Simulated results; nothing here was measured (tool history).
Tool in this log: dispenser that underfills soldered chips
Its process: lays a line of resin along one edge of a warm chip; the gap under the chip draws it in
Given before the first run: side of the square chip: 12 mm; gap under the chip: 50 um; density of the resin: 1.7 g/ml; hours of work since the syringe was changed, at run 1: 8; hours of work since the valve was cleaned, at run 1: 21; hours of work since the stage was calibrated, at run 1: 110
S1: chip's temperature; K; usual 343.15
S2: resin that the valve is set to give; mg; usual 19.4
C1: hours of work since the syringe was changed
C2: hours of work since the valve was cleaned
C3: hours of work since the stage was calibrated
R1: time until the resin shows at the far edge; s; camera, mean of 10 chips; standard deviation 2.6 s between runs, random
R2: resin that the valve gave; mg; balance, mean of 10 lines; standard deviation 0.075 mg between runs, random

run 1 day=0 | S1=343.15 S2=19.4 | C1=8 C2=21 C3=110 | R1=484.8 R2=19.25
-- day=0.092 new syringe of resin
run 2 day=0.383 | S1=343.15 S2=19.4 | C1=4 C2=27 C3=116 | R1=365.7 R2=19.07
-- day=0.704 new syringe of resin
run 3 day=0.758 | S1=343.15 S2=19.4 | C1=1 C2=32 C3=121 | R1=266.2 R2=19.17
run 4 day=0.938 | S1=343.15 S2=19.4 | C1=3 C2=35 C3=124 | R1=331.6 R2=19.12
-- day=1.317 new syringe of resin
run 5 day=1.329 | S1=343.15 S2=19.4 | C1=0 C2=41 C3=130 | R1=256 R2=19.03
run 6 day=1.608 | S1=343.15 S2=19.4 | C1=4 C2=45 C3=134 | R1=361.5 R2=19.07
run 7 day=1.892 | S1=343.15 S2=24.2 | C1=9 C2=49 C3=138 | R1=505.4 R2=23.73
-- day=1.925 new syringe of resin
run 8 day=2.229 | S1=343.15 S2=19.4 | C1=5 C2=54 C3=143 | R1=368.7 R2=18.99
-- day=2.546 new syringe of resin
run 9 day=2.579 | S1=334.15 S2=19.4 | C1=0 C2=59 C3=148 | R1=393.5 R2=18.84
run 10 day=2.979 | S1=339.15 S2=19.4 | C1=7 C2=65 C3=154 | R1=511.2 R2=18.77
-- day=3.162 new syringe of resin
run 11 day=3.183 | S1=339.15 S2=19.4 | C1=0 C2=68 C3=157 | R1=312.2 R2=18.89
run 12 day=3.408 | S1=343.15 S2=22.1 | C1=4 C2=71 C3=160 | R1=344 R2=21.35
-- day=3.683 dispensing valve cleaned and set on the balance
run 13 day=3.725 | S1=343.15 S2=22.1 | C1=8 C2=1 C3=165 | R1=477.2 R2=22.12
-- day=3.796 new syringe of resin
run 14 day=3.912 | S1=353.15 S2=19.4 | C1=2 C2=3 C3=167 | R1=197.6 R2=19.42
run 15 day=4.258 | S1=353.15 S2=19.4 | C1=7 C2=9 C3=172 | R1=291.9 R2=19.23
-- day=4.396 new syringe of resin
run 16 day=4.525 | S1=349.15 S2=19.4 | C1=2 C2=12 C3=176 | R1=228 R2=19.14
run 17 day=4.771 | S1=352.15 S2=19.4 | C1=6 C2=16 C3=180 | R1=272.3 R2=19.28
run 18 day=4.971 | S1=352.15 S2=19.4 | C1=9 C2=19 C3=183 | R1=350.2 R2=19.3
-- day=5.008 new syringe of resin
run 19 day=5.196 | S1=343.15 S2=19.4 | C1=3 C2=22 C3=186 | R1=312.2 R2=19.17
run 20 day=5.388 | S1=338.15 S2=16.8 | C1=6 C2=25 C3=189 | R1=502.4 R2=16.58
-- day=5.6 new syringe of resin
run 21 day=5.738 | S1=345.15 S2=20.3 | C1=2 C2=30 C3=194 | R1=269.3 R2=19.99
run 22 day=6 | S1=347.15 S2=21.5 | C1=6 C2=34 C3=198 | R1=341.1 R2=21.08
-- day=6.204 new syringe of resin
run 23 day=6.333 | S1=347.15 S2=21.5 | C1=2 C2=39 C3=203 | R1=253.9 R2=21.03
run 24 day=6.688 | S1=355.15 S2=18.4 | C1=7 C2=45 C3=208 | R1=283.2 R2=18.03
-- day=6.808 new syringe of resin
run 25 day=7.062 | S1=337.15 S2=16.7 | C1=4 C2=50 C3=214 | R1=459.7 R2=16.37
run 26 day=7.358 | S1=337.15 S2=16.7 | C1=8 C2=54 C3=218 | R1=646.1 R2=16.33
-- day=7.408 new syringe of resin
run 27 day=7.538 | S1=354.15 S2=19.9 | C1=2 C2=57 C3=221 | R1=191.4 R2=19.39
run 28 day=7.775 | S1=354.15 S2=19.9 | C1=6 C2=61 C3=225 | R1=250.2 R2=19.39
-- day=8.008 new syringe of resin
run 29 day=8.083 | S1=336.15 S2=20.5 | C1=1 C2=65 C3=229 | R1=368.5 R2=20.02
run 30 day=8.342 | S1=343.15 S2=18 | C1=5 C2=69 C3=233 | R1=382.4 R2=17.44
run 31 day=8.583 | S1=355.15 S2=19.6 | C1=9 C2=73 C3=236 | R1=303.6 R2=19.01
-- day=8.629 new syringe of resin
-- day=8.783 dispensing valve cleaned and set on the balance
run 32 day=8.821 | S1=332.15 S2=19.3 | C1=2 C2=1 C3=239 | R1=493.8 R2=19.34
run 33 day=9.058 | S1=332.15 S2=19.3 | C1=6 C2=4 C3=243 | R1=665.6 R2=19.19
-- day=9.262 new syringe of resin
run 34 day=9.321 | S1=352.15 S2=24.1 | C1=1 C2=8 C3=247 | R1=188.3 R2=24.18
run 35 day=9.517 | S1=352.15 S2=24.1 | C1=4 C2=11 C3=250 | R1=236.2 R2=24.01
run 36 day=9.717 | S1=350.15 S2=24.7 | C1=7 C2=14 C3=253 | R1=323 R2=24.58
-- day=9.858 new syringe of resin
run 37 day=9.962 | S1=350.15 S2=24.7 | C1=2 C2=17 C3=256 | R1=207.7 R2=24.52

What if the next run were any one of these 3? Each begins from the tool's condition after run 37:
run A day=10.179 | S1=348.15 S2=22.1 | C1=5 C2=21 C3=259 | R1=? R2=?
run B day=10.179 | S1=343.15 S2=23.2 | C1=5 C2=21 C3=259 | R1=? R2=?
run C day=10.179 | S1=335.15 S2=17 | C1=5 C2=21 C3=259 | R1=? R2=?

run=A R1=293.4 R2=22.04
run=B R1=365.3 R2=23.09
run=C R1=536.7 R2=16.78
What these runs would have given with no unlogged condition in the tool:
run=A R1=203.6 R2=22.23
run=B R1=253.8 R2=23.29
run=C R1=372.6 R2=16.92

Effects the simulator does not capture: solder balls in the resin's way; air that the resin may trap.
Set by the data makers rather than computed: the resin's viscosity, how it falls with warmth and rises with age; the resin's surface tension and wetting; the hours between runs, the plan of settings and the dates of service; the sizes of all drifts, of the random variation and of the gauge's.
